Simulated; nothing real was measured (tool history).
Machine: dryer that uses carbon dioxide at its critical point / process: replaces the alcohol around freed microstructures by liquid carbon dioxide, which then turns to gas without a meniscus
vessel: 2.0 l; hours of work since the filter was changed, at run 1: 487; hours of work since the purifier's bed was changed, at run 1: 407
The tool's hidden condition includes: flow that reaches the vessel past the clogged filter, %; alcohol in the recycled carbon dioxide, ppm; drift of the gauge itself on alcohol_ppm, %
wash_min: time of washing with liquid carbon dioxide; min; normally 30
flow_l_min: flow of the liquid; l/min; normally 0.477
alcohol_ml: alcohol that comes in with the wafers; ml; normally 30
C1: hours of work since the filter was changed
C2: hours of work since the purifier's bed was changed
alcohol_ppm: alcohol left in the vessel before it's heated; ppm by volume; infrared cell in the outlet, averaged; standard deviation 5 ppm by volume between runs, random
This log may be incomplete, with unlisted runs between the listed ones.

run 1 hour=0.0 | wash_min=30 flow_l_min=0.477 alcohol_ml=30 | C1=487 C2=407 | alcohol_ppm=165
run 2 hour=26.5 | wash_min=30 flow_l_min=0.477 alcohol_ml=52 | C1=502 C2=422 | alcohol_ppm=194
-- hour=32.1 inlet filter changed
run 3 hour=50.6 | wash_min=30 flow_l_min=0.477 alcohol_ml=52 | C1=11 C2=436 | alcohol_ppm=177
run 4 hour=84.8 | wash_min=30 flow_l_min=0.477 alcohol_ml=30 | C1=31 C2=456 | alcohol_ppm=175
run 5 hour=112.4 | wash_min=30 flow_l_min=0.655 alcohol_ml=30 | C1=47 C2=472 | alcohol_ppm=158
run 6 hour=147.0 | wash_min=30 flow_l_min=0.655 alcohol_ml=30 | C1=68 C2=493 | alcohol_ppm=168
run 7 hour=190.3 | wash_min=30 flow_l_min=0.655 alcohol_ml=30 | C1=93 C2=518 | alcohol_ppm=179
run 8 hour=228.4 | wash_min=30 flow_l_min=0.655 alcohol_ml=30 | C1=115 C2=540 | alcohol_ppm=193
run 9 hour=270.1 | wash_min=35 flow_l_min=0.655 alcohol_ml=30 | C1=140 C2=565 | alcohol_ppm=197
run 10 hour=319.1 | wash_min=18 flow_l_min=0.477 alcohol_ml=30 | C1=169 C2=594 | alcohol_ppm=496
-- hour=332.1 purifier's bed changed
run 11 hour=349.7 | wash_min=30 flow_l_min=0.477 alcohol_ml=84 | C1=185 C2=10 | alcohol_ppm=74
run 12 hour=375.3 | wash_min=30 flow_l_min=0.477 alcohol_ml=34 | C1=200 C2=25 | alcohol_ppm=38
run 13 hour=398.8 | wash_min=30 flow_l_min=0.693 alcohol_ml=30 | C1=214 C2=39 | alcohol_ppm=11
run 14 hour=440.9 | wash_min=30 flow_l_min=0.693 alcohol_ml=30 | C1=239 C2=64 | alcohol_ppm=34
run 15 hour=482.0 | wash_min=30 flow_l_min=0.693 alcohol_ml=30 | C1=263 C2=88 | alcohol_ppm=36
run 16 hour=502.5 | wash_min=30 flow_l_min=0.764 alcohol_ml=30 | C1=275 C2=100 | alcohol_ppm=42
run 17 hour=542.7 | wash_min=47 flow_l_min=0.477 alcohol_ml=30 | C1=299 C2=124 | alcohol_ppm=55
run 18 hour=571.8 | wash_min=30 flow_l_min=0.477 alcohol_ml=30 | C1=316 C2=141 | alcohol_ppm=77
run 19 hour=610.0 | wash_min=30 flow_l_min=0.531 alcohol_ml=30 | C1=338 C2=163 | alcohol_ppm=72
run 20 hour=631.0 | wash_min=30 flow_l_min=0.482 alcohol_ml=30 | C1=351 C2=176 | alcohol_ppm=92
run 21 hour=677.4 | wash_min=30 flow_l_min=0.482 alcohol_ml=30 | C1=378 C2=203 | alcohol_ppm=103
run 22 hour=721.8 | wash_min=30 flow_l_min=0.477 alcohol_ml=30 | C1=404 C2=229 | alcohol_ppm=105
run 23 hour=766.7 | wash_min=30 flow_l_min=0.477 alcohol_ml=30 | C1=430 C2=256 | alcohol_ppm=117
run 24 hour=803.6 | wash_min=30 flow_l_min=0.477 alcohol_ml=30 | C1=452 C2=277 | alcohol_ppm=130
run 25 hour=852.4 | wash_min=30 flow_l_min=0.477 alcohol_ml=30 | C1=481 C2=306 | alcohol_ppm=150
run 26 hour=880.3 | wash_min=30 flow_l_min=0.486 alcohol_ml=51 | C1=497 C2=322 | alcohol_ppm=159
-- hour=893.8 inlet filter changed
run 27 hour=905.1 | wash_min=30 flow_l_min=0.486 alcohol_ml=51 | C1=7 C2=336 | alcohol_ppm=164
run 28 hour=945.3 | wash_min=30 flow_l_min=0.306 alcohol_ml=51 | C1=30 C2=360 | alcohol_ppm=447
run 29 hour=977.7 | wash_min=30 flow_l_min=0.306 alcohol_ml=51 | C1=49 C2=379 | alcohol_ppm=471
run 30 hour=1015.1 | wash_min=21 flow_l_min=0.557 alcohol_ml=97 | C1=71 C2=401 | alcohol_ppm=390
run 31 hour=1040.3 | wash_min=30 flow_l_min=0.477 alcohol_ml=109 | C1=86 C2=416 | alcohol_ppm=227
run 32 hour=1084.7 | wash_min=30 flow_l_min=0.477 alcohol_ml=109 | C1=112 C2=442 | alcohol_ppm=240
run 33 hour=1123.8 | wash_min=30 flow_l_min=0.477 alcohol_ml=109 | C1=135 C2=465 | alcohol_ppm=237
run 34 hour=1145.2 | wash_min=39 flow_l_min=0.294 alcohol_ml=74 | C1=148 C2=478 | alcohol_ppm=339
run 35 hour=1176.9 | wash_min=33 flow_l_min=0.632 alcohol_ml=20 | C1=167 C2=496 | alcohol_ppm=190
run 36 hour=1224.8 | wash_min=33 flow_l_min=0.632 alcohol_ml=20 | C1=195 C2=525 | alcohol_ppm=181
run 37 hour=1275.4 | wash_min=33 flow_l_min=0.632 alcohol_ml=20 | C1=224 C2=554 | alcohol_ppm=202
run 38 hour=1314.2 | wash_min=30 flow_l_min=0.334 alcohol_ml=83 | C1=247 C2=577 | alcohol_ppm=592
-- hour=1355.7 purifier's bed changed
run 39 hour=1364.0 | wash_min=30 flow_l_min=0.392 alcohol_ml=64 | C1=275 C2=5 | alcohol_ppm=148
run 40 hour=1392.5 | wash_min=40 flow_l_min=0.483 alcohol_ml=109 | C1=292 C2=22 | alcohol_ppm=29
run 41 hour=1442.1 | wash_min=20 flow_l_min=0.313 alcohol_ml=31 | C1=321 C2=51 | alcohol_ppm=923
run 42 hour=1482.4 | wash_min=20 flow_l_min=0.313 alcohol_ml=31 | C1=345 C2=75 | alcohol_ppm=897
run 43 hour=1524.5 | wash_min=30 flow_l_min=0.468 alcohol_ml=26 | C1=369 C2=99 | alcohol_ppm=60
run 44 hour=1549.0 | wash_min=20 flow_l_min=0.374 alcohol_ml=53 | C1=384 C2=114 | alcohol_ppm=960
run 45 hour=1581.2 | wash_min=30 flow_l_min=0.371 alcohol_ml=30 | C1=403 C2=133 | alcohol_ppm=143
run 46 hour=1619.4 | wash_min=30 flow_l_min=0.564 alcohol_ml=43 | C1=425 C2=155 | alcohol_ppm=74

Below, some changes in alcohol_ppm between adjacent runs. For each, the amount present without the hidden state too (settings, incoming material, random variation) and the amount remaining for the hidden state with gauge scatter not shared by both compared results:
Run 10 -> 11: wash_min 18 -> 30, alcohol_ml 30 -> 84, purifier's bed changed. alcohol_ppm -422 ppm by volume: hidden state -208, all else -214.
Run 38 -> 39: flow_l_min 0.334 -> 0.392, alcohol_ml 83 -> 64, purifier's bed changed. alcohol_ppm -444 ppm by volume: hidden state -226, all else -218.
Run 40 -> 41: wash_min 40 -> 20, flow_l_min 0.483 -> 0.313, alcohol_ml 109 -> 31. alcohol_ppm +894 ppm by volume: hidden state +115, all else +779.
Run 42 -> 43: wash_min 20 -> 30, flow_l_min 0.313 -> 0.468, alcohol_ml 31 -> 26. alcohol_ppm -837 ppm by volume: hidden state -96, all else -741.
Run 43 -> 44: wash_min 30 -> 20, flow_l_min 0.468 -> 0.374, alcohol_ml 26 -> 53. alcohol_ppm +900 ppm by volume: hidden state +147, all else +753.
